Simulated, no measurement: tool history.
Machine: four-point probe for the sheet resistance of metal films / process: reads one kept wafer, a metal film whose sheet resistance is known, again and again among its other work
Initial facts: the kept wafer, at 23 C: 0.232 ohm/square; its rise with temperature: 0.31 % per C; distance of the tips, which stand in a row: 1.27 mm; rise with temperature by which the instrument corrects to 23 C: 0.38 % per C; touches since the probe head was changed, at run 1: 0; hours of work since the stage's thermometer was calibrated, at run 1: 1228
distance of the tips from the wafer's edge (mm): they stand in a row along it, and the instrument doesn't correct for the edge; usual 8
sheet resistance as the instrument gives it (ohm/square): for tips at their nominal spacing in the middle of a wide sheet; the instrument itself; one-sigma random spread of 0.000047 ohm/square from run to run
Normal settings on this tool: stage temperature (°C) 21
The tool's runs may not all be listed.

run    hour  stage temperature (°C)  distance of the tips from the wafer's edge (mm)  touches since the probe head was changed  hours of work since the stage's thermometer was calibrated  sheet resistance as the instrument gives it (ohm/square)
  1     0.0                      21                                                8                                         0                                                        1228                                                  0.235669
  2   114.5                      21                                                8                                      6557                                                        1303                                                  0.235389
  3   173.1                      21                                                8                                      9909                                                        1341                                                  0.235297
  4   305.3                      21                                                8                                     17473                                                        1428                                                  0.234939
      352.6  -- stage's thermometer calibrated
  5   410.7                      24                                                8                                     23481                                                          38                                                  0.234114
  6   522.2                      21                                                8                                     29863                                                         111                                                  0.234305
  7   609.0                      21                                                8                                     34831                                                         168                                                  0.234089
  8   714.4                      21                                                5                                     40862                                                         237                                                  0.238411
  9   839.4                      21                                                5                                     48016                                                         319                                                  0.238053
 10   925.3                      21                                                8                                     52938                                                         375                                                  0.233260
      933.4  -- stage's thermometer calibrated, once more
 11  1065.9                      34                                                8                                     60957                                                          87                                                  0.231175
 12  1133.2                      34                                                8                                     64807                                                         131                                                  0.231067
     1203.5  -- new probe head fitted
 13  1260.4                      34                                                8                                      3257                                                         214                                                  0.233387
 14  1367.8                      34                                                8                                      9403                                                         284                                                  0.233146
 15  1501.8                      26                                               13                                     17071                                                         372                                                  0.232038
 16  1619.2                      26                                               13                                     23790                                                         449                                                  0.231741
 17  1679.6                      28                                               62                                     27250                                                         489                                                  0.230215
 18  1740.8                      28                                               62                                     30751                                                         529                                                  0.230013

Forecast run 19:
 19  1873.5                      22                                                5                                     38348                                                         616                                                         ?

Run 19 yielded sheet resistance as the instrument gives it (ohm/square) 0.238405.
With no hidden state in the tool, this same run would have given sheet resistance as the instrument gives it (ohm/square) 0.240027.

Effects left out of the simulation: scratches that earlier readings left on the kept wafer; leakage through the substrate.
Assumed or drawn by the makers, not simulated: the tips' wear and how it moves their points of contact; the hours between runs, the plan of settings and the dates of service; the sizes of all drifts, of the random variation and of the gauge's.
